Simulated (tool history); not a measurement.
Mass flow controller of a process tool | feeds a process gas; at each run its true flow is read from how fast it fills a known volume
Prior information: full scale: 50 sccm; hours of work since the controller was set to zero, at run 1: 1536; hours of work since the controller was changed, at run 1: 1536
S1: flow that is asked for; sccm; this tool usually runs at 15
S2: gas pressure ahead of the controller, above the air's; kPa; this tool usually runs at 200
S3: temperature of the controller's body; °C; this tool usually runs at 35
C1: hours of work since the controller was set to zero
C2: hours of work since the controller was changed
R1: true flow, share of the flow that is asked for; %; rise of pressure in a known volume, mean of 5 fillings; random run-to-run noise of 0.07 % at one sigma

run	day	S1	S2	S3	C1	C2	R1
1	0	15	200	35	1536	1536	98.56
2	1.888	15	200	35	1558	1558	98.45
3	3.679	15	200	35	1579	1579	98.48
4	7.208	15	200	35	1619	1619	98.49
5	9.996	15	200	35	1651	1651	98.57
6	13.354	15	200	35	1689	1689	98.45
7	17.012	15	200	35	1731	1731	98.38
8	20.142	15	200	35	1767	1767	98.55
9	23.742	15	200	36	1808	1808	98.57
10	26.442	15	200	35	1839	1839	98.5
11	29.829	15	200	35	1878	1878	98.51
12	32.708	15	200	35	1911	1911	98.56
13	36.375	46	200	35	1953	1953	99.33
14	39.621	46	200	35	1990	1990	99.43
15	41.242	15	200	25	2009	2009	98.79
16	44.825	15	200	22	2050	2050	98.8
17	48.05	15	200	22	2087	2087	98.95
18	51.217	16	200	35	2123	2123	98.49
19	53.333	16	200	35	2148	2148	98.55
20	56.833	33	200	35	2188	2188	99.16
21	58.912	19	251	24	2211	2211	99.23
22	62.196	19	228	24	2249	2249	99.17
23	64.079	19	228	24	2271	2271	99.22
24	67.175	27	171	27	2306	2306	99.01
25	69.058	7	273	28	2328	2328	97.99
26	71.108	7	273	28	2351	2351	97.99
27	73.788	7	273	28	2382	2382	97.96
28	76.312	40	200	35	2411	2411	99.26
29	79.579	40	200	35	2448	2448	99.11
30	81.275	40	200	35	2468	2468	99.18
31	85.079	40	200	35	2511	2511	99.25
32	88.417	11	243	40	2550	2550	98.18
33	90.729	26	213	35	2576	2576	98.95
34	92.662	15	200	34	2598	2598	98.42
35	95.467	7	181	26	2630	2630	97.55
36	97.862	15	170	22	2658	2658	98.71
37	99.95	15	170	22	2682	2682	98.78
38	103.408	19	276	35	2721	2721	99.07
39	106.612	20	157	39	2758	2758	98.37
40	108.871	18	204	35	2784	2784	98.64

What if the next run were any one of these 5? Each begins from the tool's condition after run 40:
A	112.712	5	258	35	2828	2828	?
B	112.712	15	175	24	2828	2828	?
C	112.712	13	200	35	2828	2828	?
D	112.712	7	271	35	2828	2828	?
E	112.712	18	149	35	2828	2828	?

run	R1
A	96.81
B	98.55
C	98.37
D	97.66
E	98.34
Without the tool's unlogged condition, the same runs would have read:
run	R1
A	99.29
B	99.35
C	99.3
D	99.42
E	99

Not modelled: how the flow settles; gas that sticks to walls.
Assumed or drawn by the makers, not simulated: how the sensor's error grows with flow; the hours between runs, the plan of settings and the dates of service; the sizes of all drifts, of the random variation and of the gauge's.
